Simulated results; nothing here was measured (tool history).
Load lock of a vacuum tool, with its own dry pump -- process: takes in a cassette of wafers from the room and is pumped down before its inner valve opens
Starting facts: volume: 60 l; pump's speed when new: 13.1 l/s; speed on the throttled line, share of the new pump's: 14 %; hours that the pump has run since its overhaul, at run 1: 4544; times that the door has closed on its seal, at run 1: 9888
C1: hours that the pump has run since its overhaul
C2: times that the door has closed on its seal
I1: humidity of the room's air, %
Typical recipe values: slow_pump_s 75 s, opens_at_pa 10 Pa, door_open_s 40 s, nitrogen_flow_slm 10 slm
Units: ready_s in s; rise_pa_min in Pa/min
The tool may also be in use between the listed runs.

run 1 hour=0.0 | slow_pump_s=75 opens_at_pa=10 door_open_s=40 nitrogen_flow_slm=10 | C1=4544 C2=9888 | I1=43.5 | ready_s=105.8 rise_pa_min=0.027
run 2 hour=74.5 | slow_pump_s=75 opens_at_pa=10 door_open_s=40 nitrogen_flow_slm=10 | C1=4618 C2=10163 | I1=48.8 | ready_s=107.7 rise_pa_min=0.033
run 3 hour=135.8 | slow_pump_s=75 opens_at_pa=10 door_open_s=40 nitrogen_flow_slm=6 | C1=4680 C2=10389 | I1=46.2 | ready_s=105.6 rise_pa_min=0.039
run 4 hour=217.9 | slow_pump_s=75 opens_at_pa=10 door_open_s=40 nitrogen_flow_slm=6 | C1=4762 C2=10692 | I1=44.7 | ready_s=107.3 rise_pa_min=0.032
run 5 hour=281.1 | slow_pump_s=75 opens_at_pa=10 door_open_s=40 nitrogen_flow_slm=6 | C1=4825 C2=10925 | I1=44.8 | ready_s=107.5 rise_pa_min=0.034
run 6 hour=387.8 | slow_pump_s=75 opens_at_pa=10 door_open_s=40 nitrogen_flow_slm=6 | C1=4932 C2=11318 | I1=45.7 | ready_s=107.5 rise_pa_min=0.034
run 7 hour=484.1 | slow_pump_s=75 opens_at_pa=10 door_open_s=40 nitrogen_flow_slm=6 | C1=5028 C2=11674 | I1=45.8 | ready_s=105.8 rise_pa_min=0.038
run 8 hour=572.8 | slow_pump_s=75 opens_at_pa=10 door_open_s=40 nitrogen_flow_slm=6 | C1=5117 C2=12001 | I1=43.8 | ready_s=107.1 rise_pa_min=0.026
run 9 hour=671.2 | slow_pump_s=75 opens_at_pa=13 door_open_s=40 nitrogen_flow_slm=10 | C1=5215 C2=12364 | I1=48.2 | ready_s=104.9 rise_pa_min=0.031
run 10 hour=722.5 | slow_pump_s=75 opens_at_pa=13 door_open_s=40 nitrogen_flow_slm=10 | C1=5266 C2=12553 | I1=45.1 | ready_s=105.7 rise_pa_min=0.033
run 11 hour=826.1 | slow_pump_s=75 opens_at_pa=10 door_open_s=239 nitrogen_flow_slm=10 | C1=5370 C2=12935 | I1=47.5 | ready_s=107.3 rise_pa_min=0.084
run 12 hour=911.0 | slow_pump_s=105 opens_at_pa=10 door_open_s=72 nitrogen_flow_slm=10 | C1=5455 C2=13248 | I1=50.1 | ready_s=132.1 rise_pa_min=0.049
run 13 hour=1032.0 | slow_pump_s=105 opens_at_pa=10 door_open_s=72 nitrogen_flow_slm=10 | C1=5576 C2=13694 | I1=45.0 | ready_s=132.7 rise_pa_min=0.046
run 14 hour=1142.4 | slow_pump_s=105 opens_at_pa=10 door_open_s=72 nitrogen_flow_slm=10 | C1=5686 C2=14101 | I1=46.8 | ready_s=133.2 rise_pa_min=0.039
run 15 hour=1262.1 | slow_pump_s=66 opens_at_pa=10 door_open_s=40 nitrogen_flow_slm=10 | C1=5806 C2=14543 | I1=48.6 | ready_s=99.6 rise_pa_min=0.035
run 16 hour=1369.5 | slow_pump_s=66 opens_at_pa=10 door_open_s=40 nitrogen_flow_slm=10 | C1=5913 C2=14939 | I1=46.0 | ready_s=99.6 rise_pa_min=0.026
run 17 hour=1455.9 | slow_pump_s=66 opens_at_pa=10 door_open_s=40 nitrogen_flow_slm=10 | C1=6000 C2=15257 | I1=43.1 | ready_s=98.8 rise_pa_min=0.025
run 18 hour=1577.7 | slow_pump_s=66 opens_at_pa=10 door_open_s=40 nitrogen_flow_slm=10 | C1=6122 C2=15707 | I1=45.3 | ready_s=99.6 rise_pa_min=0.029
run 19 hour=1677.0 | slow_pump_s=74 opens_at_pa=19 door_open_s=190 nitrogen_flow_slm=30 | C1=6221 C2=16073 | I1=46.4 | ready_s=101.8 rise_pa_min=0.051
run 20 hour=1765.7 | slow_pump_s=48 opens_at_pa=19 door_open_s=38 nitrogen_flow_slm=35 | C1=6310 C2=16400 | I1=43.6 | ready_s=81.1 rise_pa_min=0.023
run 21 hour=1840.3 | slow_pump_s=116 opens_at_pa=9 door_open_s=38 nitrogen_flow_slm=35 | C1=6384 C2=16675 | I1=45.2 | ready_s=141.5 rise_pa_min=0.018
run 22 hour=1926.1 | slow_pump_s=80 opens_at_pa=8 door_open_s=38 nitrogen_flow_slm=6 | C1=6470 C2=16991 | I1=45.5 | ready_s=112.1 rise_pa_min=0.037

Each row is a separate what-if for the run after 22, all from the same tool condition, not one after another. Results?
run A hour=1989.8 | slow_pump_s=75 opens_at_pa=10 door_open_s=110 nitrogen_flow_slm=4 | C1=6534 C2=17226 | I1=44.8 | ready_s=? rise_pa_min=?
run B hour=1989.8 | slow_pump_s=80 opens_at_pa=8 door_open_s=176 nitrogen_flow_slm=8 | C1=6534 C2=17226 | I1=42.6 | ready_s=? rise_pa_min=?
run C hour=1989.8 | slow_pump_s=75 opens_at_pa=7 door_open_s=101 nitrogen_flow_slm=8 | C1=6534 C2=17226 | I1=42.2 | ready_s=? rise_pa_min=?

run=A ready_s=106.5 rise_pa_min=0.060
run=B ready_s=112.5 rise_pa_min=0.064
run=C ready_s=108.7 rise_pa_min=0.050
Had the tool no hidden state, the same runs would have come out as:
run=A ready_s=106.5 rise_pa_min=0.060
run=B ready_s=112.5 rise_pa_min=0.064
run=C ready_s=108.7 rise_pa_min=0.050

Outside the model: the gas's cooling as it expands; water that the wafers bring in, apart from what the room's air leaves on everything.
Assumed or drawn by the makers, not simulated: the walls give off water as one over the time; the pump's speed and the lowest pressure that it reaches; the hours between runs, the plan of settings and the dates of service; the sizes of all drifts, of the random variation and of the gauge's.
